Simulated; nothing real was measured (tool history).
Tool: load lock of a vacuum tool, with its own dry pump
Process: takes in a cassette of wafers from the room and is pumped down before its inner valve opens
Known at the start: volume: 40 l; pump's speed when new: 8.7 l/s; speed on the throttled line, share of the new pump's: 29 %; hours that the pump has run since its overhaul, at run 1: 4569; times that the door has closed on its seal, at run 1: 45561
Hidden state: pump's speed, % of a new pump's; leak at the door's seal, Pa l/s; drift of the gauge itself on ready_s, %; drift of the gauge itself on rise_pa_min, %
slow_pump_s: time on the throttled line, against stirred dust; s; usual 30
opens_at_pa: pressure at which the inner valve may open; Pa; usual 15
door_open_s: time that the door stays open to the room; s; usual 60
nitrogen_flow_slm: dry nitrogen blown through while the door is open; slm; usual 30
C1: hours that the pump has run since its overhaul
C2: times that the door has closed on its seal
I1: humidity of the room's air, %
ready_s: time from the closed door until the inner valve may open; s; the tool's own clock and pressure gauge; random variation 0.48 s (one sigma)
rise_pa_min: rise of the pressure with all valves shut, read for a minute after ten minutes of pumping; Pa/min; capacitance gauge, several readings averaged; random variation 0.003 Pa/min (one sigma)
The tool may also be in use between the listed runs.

run 1 hour=0.0 | slow_pump_s=30 opens_at_pa=15 door_open_s=60 nitrogen_flow_slm=30 | C1=4569 C2=45561 | I1=42.2 | ready_s=62.4 rise_pa_min=0.402
run 2 hour=439.1 | slow_pump_s=30 opens_at_pa=15 door_open_s=60 nitrogen_flow_slm=8 | C1=5008 C2=47380 | I1=45.2 | ready_s=63.5 rise_pa_min=0.451
run 3 hour=665.1 | slow_pump_s=30 opens_at_pa=15 door_open_s=57 nitrogen_flow_slm=8 | C1=5234 C2=48316 | I1=47.7 | ready_s=64.3 rise_pa_min=0.476
run 4 hour=863.6 | slow_pump_s=30 opens_at_pa=15 door_open_s=60 nitrogen_flow_slm=30 | C1=5432 C2=49139 | I1=46.3 | ready_s=64.4 rise_pa_min=0.455
run 5 hour=1087.3 | slow_pump_s=30 opens_at_pa=15 door_open_s=87 nitrogen_flow_slm=30 | C1=5656 C2=50065 | I1=44.0 | ready_s=64.4 rise_pa_min=0.471
run 6 hour=1387.2 | slow_pump_s=30 opens_at_pa=13 door_open_s=206 nitrogen_flow_slm=30 | C1=5956 C2=51307 | I1=43.1 | ready_s=66.0 rise_pa_min=0.513
run 7 hour=1588.4 | slow_pump_s=30 opens_at_pa=13 door_open_s=206 nitrogen_flow_slm=30 | C1=6157 C2=52141 | I1=44.7 | ready_s=64.4 rise_pa_min=0.528
run 8 hour=1808.0 | slow_pump_s=30 opens_at_pa=14 door_open_s=203 nitrogen_flow_slm=30 | C1=6377 C2=53051 | I1=43.4 | ready_s=64.2 rise_pa_min=0.540
run 9 hour=2096.2 | slow_pump_s=30 opens_at_pa=23 door_open_s=60 nitrogen_flow_slm=32 | C1=6665 C2=54245 | I1=42.3 | ready_s=62.6 rise_pa_min=0.530
run 10 hour=2289.5 | slow_pump_s=30 opens_at_pa=24 door_open_s=72 nitrogen_flow_slm=11 | C1=6858 C2=55045 | I1=43.1 | ready_s=62.3 rise_pa_min=0.567

Measured less the same run without the tool's hidden state. The same run-to-run variation is in both; the gauge's scatter may not be:
run=1 ready_s=+1.6 rise_pa_min=+0.366
run=2 ready_s=+1.8 rise_pa_min=+0.387
run=3 ready_s=+2.0 rise_pa_min=+0.412
run=4 ready_s=+2.0 rise_pa_min=+0.416
run=5 ready_s=+2.1 rise_pa_min=+0.429
run=6 ready_s=+2.3 rise_pa_min=+0.443
run=7 ready_s=+2.4 rise_pa_min=+0.454
run=8 ready_s=+2.5 rise_pa_min=+0.470
run=9 ready_s=+2.4 rise_pa_min=+0.492
run=10 ready_s=+2.4 rise_pa_min=+0.503
